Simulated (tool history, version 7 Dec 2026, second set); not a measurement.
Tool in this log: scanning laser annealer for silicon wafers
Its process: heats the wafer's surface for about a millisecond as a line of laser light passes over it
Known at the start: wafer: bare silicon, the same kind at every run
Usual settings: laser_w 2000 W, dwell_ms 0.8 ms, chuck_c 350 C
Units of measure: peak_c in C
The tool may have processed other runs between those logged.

{"run": 1, "hour": 0.0, "laser_w": 2000, "dwell_ms": 0.8, "chuck_c": 350, "peak_c": 1028}
{"hour": 8.4, "done": "optics aligned, line set to its width"}
{"run": 2, "hour": 10.1, "laser_w": 2000, "dwell_ms": 0.8, "chuck_c": 350, "peak_c": 1038}
{"run": 3, "hour": 17.5, "laser_w": 2000, "dwell_ms": 0.641, "chuck_c": 350, "peak_c": 972}
{"run": 4, "hour": 22.8, "laser_w": 2000, "dwell_ms": 0.641, "chuck_c": 350, "peak_c": 970}
{"run": 5, "hour": 32.0, "laser_w": 2000, "dwell_ms": 0.641, "chuck_c": 350, "peak_c": 970}
{"run": 6, "hour": 38.0, "laser_w": 1926, "dwell_ms": 0.8, "chuck_c": 350, "peak_c": 1009}
{"run": 7, "hour": 42.3, "laser_w": 2000, "dwell_ms": 0.817, "chuck_c": 350, "peak_c": 1042}
{"run": 8, "hour": 49.7, "laser_w": 2000, "dwell_ms": 0.817, "chuck_c": 350, "peak_c": 1042}
{"run": 9, "hour": 55.6, "laser_w": 2000, "dwell_ms": 0.817, "chuck_c": 350, "peak_c": 1043}
{"run": 10, "hour": 63.5, "laser_w": 2000, "dwell_ms": 0.8, "chuck_c": 350, "peak_c": 1037}
{"run": 11, "hour": 69.6, "laser_w": 2000, "dwell_ms": 0.8, "chuck_c": 350, "peak_c": 1031}
{"run": 12, "hour": 78.7, "laser_w": 2000, "dwell_ms": 0.8, "chuck_c": 350, "peak_c": 1033}
{"run": 13, "hour": 84.0, "laser_w": 2000, "dwell_ms": 0.8, "chuck_c": 350, "peak_c": 1035}
{"hour": 86.8, "done": "window over the wafer cleaned"}
{"run": 14, "hour": 91.0, "laser_w": 2000, "dwell_ms": 0.8, "chuck_c": 350, "peak_c": 1012}
{"run": 15, "hour": 98.8, "laser_w": 2000, "dwell_ms": 0.772, "chuck_c": 350, "peak_c": 999}
{"run": 16, "hour": 107.4, "laser_w": 2000, "dwell_ms": 0.772, "chuck_c": 350, "peak_c": 997}
{"run": 17, "hour": 111.7, "laser_w": 2000, "dwell_ms": 0.573, "chuck_c": 350, "peak_c": 916}
{"run": 18, "hour": 121.6, "laser_w": 2000, "dwell_ms": 0.844, "chuck_c": 350, "peak_c": 1023}
{"run": 19, "hour": 127.2, "laser_w": 2172, "dwell_ms": 0.8, "chuck_c": 350, "peak_c": 1075}
{"run": 20, "hour": 135.4, "laser_w": 2172, "dwell_ms": 0.8, "chuck_c": 350, "peak_c": 1075}
{"run": 21, "hour": 141.0, "laser_w": 2172, "dwell_ms": 0.719, "chuck_c": 350, "peak_c": 1037}
{"hour": 146.7, "done": "window over the wafer cleaned, once more"}
{"run": 22, "hour": 149.1, "laser_w": 2172, "dwell_ms": 0.719, "chuck_c": 350, "peak_c": 1109}
{"run": 23, "hour": 153.1, "laser_w": 2199, "dwell_ms": 0.854, "chuck_c": 350, "peak_c": 1188}
{"run": 24, "hour": 157.4, "laser_w": 2199, "dwell_ms": 0.969, "chuck_c": 375, "peak_c": 1258}
{"run": 25, "hour": 166.4, "laser_w": 2199, "dwell_ms": 0.969, "chuck_c": 375, "peak_c": 1259}
{"run": 26, "hour": 173.6, "laser_w": 2199, "dwell_ms": 0.969, "chuck_c": 349, "peak_c": 1229}
{"run": 27, "hour": 178.3, "laser_w": 1868, "dwell_ms": 0.729, "chuck_c": 347, "peak_c": 985}
{"run": 28, "hour": 186.6, "laser_w": 1868, "dwell_ms": 0.729, "chuck_c": 347, "peak_c": 985}
{"run": 29, "hour": 192.6, "laser_w": 1868, "dwell_ms": 0.729, "chuck_c": 347, "peak_c": 980}
{"run": 30, "hour": 200.3, "laser_w": 1793, "dwell_ms": 0.716, "chuck_c": 373, "peak_c": 976}
{"run": 31, "hour": 207.1, "laser_w": 1771, "dwell_ms": 0.788, "chuck_c": 336, "peak_c": 952}
{"run": 32, "hour": 214.1, "laser_w": 1963, "dwell_ms": 0.81, "chuck_c": 336, "peak_c": 1044}
{"run": 33, "hour": 223.2, "laser_w": 1963, "dwell_ms": 0.81, "chuck_c": 336, "peak_c": 1046}
{"run": 34, "hour": 230.0, "laser_w": 1793, "dwell_ms": 0.914, "chuck_c": 317, "peak_c": 985}
{"run": 35, "hour": 235.7, "laser_w": 2122, "dwell_ms": 0.606, "chuck_c": 356, "peak_c": 1035}
{"run": 36, "hour": 240.5, "laser_w": 2008, "dwell_ms": 0.621, "chuck_c": 328, "peak_c": 968}
{"run": 37, "hour": 245.1, "laser_w": 1930, "dwell_ms": 0.752, "chuck_c": 330, "peak_c": 996}
{"run": 38, "hour": 250.4, "laser_w": 1892, "dwell_ms": 0.821, "chuck_c": 319, "peak_c": 997}
{"run": 39, "hour": 260.3, "laser_w": 2106, "dwell_ms": 0.8, "chuck_c": 383, "peak_c": 1142}
{"run": 40, "hour": 264.4, "laser_w": 2106, "dwell_ms": 0.8, "chuck_c": 383, "peak_c": 1144}

Measured minus without-hidden-state, run by run (identical run-to-run variation in each term; gauge scatter may differ):
Hidden conditions of the tool in this case: light that passes the window, % of a clean one's; laser's true power over the reading, %; width of the line over the set one, %; drift of the gauge itself on peak_c, C.
run=1 peak_c=-50
run=2 peak_c=-38
run=3 peak_c=-35
run=4 peak_c=-35
run=5 peak_c=-36
run=6 peak_c=-39
run=7 peak_c=-42
run=8 peak_c=-42
run=9 peak_c=-43
run=10 peak_c=-42
run=11 peak_c=-43
run=12 peak_c=-44
run=13 peak_c=-44
run=14 peak_c=-68
run=15 peak_c=-67
run=16 peak_c=-68
run=17 peak_c=-60
run=18 peak_c=-72
run=19 peak_c=-78
run=20 peak_c=-78
run=21 peak_c=-76
run=22 peak_c=-3
run=23 peak_c=-4
run=24 peak_c=-4
run=25 peak_c=-6
run=26 peak_c=-7
run=27 peak_c=-5
run=28 peak_c=-6
run=29 peak_c=-6
run=30 peak_c=-7
run=31 peak_c=-7
run=32 peak_c=-8
run=33 peak_c=-10
run=34 peak_c=-10
run=35 peak_c=-10
run=36 peak_c=-10
run=37 peak_c=-11
run=38 peak_c=-11
run=39 peak_c=-14
run=40 peak_c=-14
